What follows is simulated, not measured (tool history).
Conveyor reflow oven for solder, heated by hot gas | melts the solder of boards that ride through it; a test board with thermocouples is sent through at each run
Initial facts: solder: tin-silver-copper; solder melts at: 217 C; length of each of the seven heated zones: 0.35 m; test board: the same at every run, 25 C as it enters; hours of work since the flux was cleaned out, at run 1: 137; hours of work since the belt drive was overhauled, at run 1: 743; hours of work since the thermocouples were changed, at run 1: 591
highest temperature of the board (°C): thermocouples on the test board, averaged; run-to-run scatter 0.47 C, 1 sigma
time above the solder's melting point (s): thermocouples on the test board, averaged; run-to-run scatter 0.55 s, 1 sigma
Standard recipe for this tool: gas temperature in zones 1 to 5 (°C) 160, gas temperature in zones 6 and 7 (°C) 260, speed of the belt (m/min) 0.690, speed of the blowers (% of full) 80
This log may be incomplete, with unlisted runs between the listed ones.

run	hour	gas temperature in zones 1 to 5 (°C)	gas temperature in zones 6 and 7 (°C)	speed of the belt (m/min)	speed of the blowers (% of full)	hours of work since the flux was cleaned out	hours of work since the belt drive was overhauled	hours of work since the thermocouples were changed	highest temperature of the board (°C)	time above the solder's melting point (s)
1	0.0	160	260	0.690	80	137	743	591	242.6	35.3
2	34.2	151	260	0.690	80	153	759	607	240.3	33.3
3	56.0	151	260	0.690	80	164	769	618	240.8	32.9
4	76.4	160	260	0.690	70	173	779	627	239.3	33.3
5	108.1	160	260	0.690	70	188	794	642	240.3	34.0
6	134.2	160	260	0.690	80	201	806	655	240.4	35.9
7	155.8	160	260	0.690	80	211	817	665	241.6	35.5
8	180.1	160	260	0.690	80	223	828	677	241.5	35.6
9	203.5	160	260	0.690	80	234	839	688	240.7	36.0
# hour 231.7: flux residue cleaned out of gas plates and filters
10	237.6	160	260	0.690	80	3	853	702	243.9	38.5
11	260.3	160	260	0.571	80	14	864	712	248.6	51.2
12	278.7	160	260	0.571	80	22	873	721	248.1	51.7
13	296.6	160	260	0.659	80	31	881	730	244.9	40.9
14	325.5	160	260	0.659	80	45	895	743	243.8	40.2
15	344.4	160	260	0.659	80	54	904	752	244.1	40.4
16	371.2	160	260	0.659	80	66	917	765	243.7	39.8
17	393.4	160	260	0.659	80	77	927	776	243.8	41.2
18	428.8	147	260	0.690	80	94	944	792	240.1	33.7

What will run 19 give?
19	464.1	156	269	0.690	61	110	961	809	?	?

highest temperature of the board (°C): 244.3
time above the solder's melting point (s): 36.5
With the hidden condition absent and the run-to-run variation left alone, this run would have shown highest temperature of the board (°C) 246.6, time above the solder's melting point (s) 37.1.

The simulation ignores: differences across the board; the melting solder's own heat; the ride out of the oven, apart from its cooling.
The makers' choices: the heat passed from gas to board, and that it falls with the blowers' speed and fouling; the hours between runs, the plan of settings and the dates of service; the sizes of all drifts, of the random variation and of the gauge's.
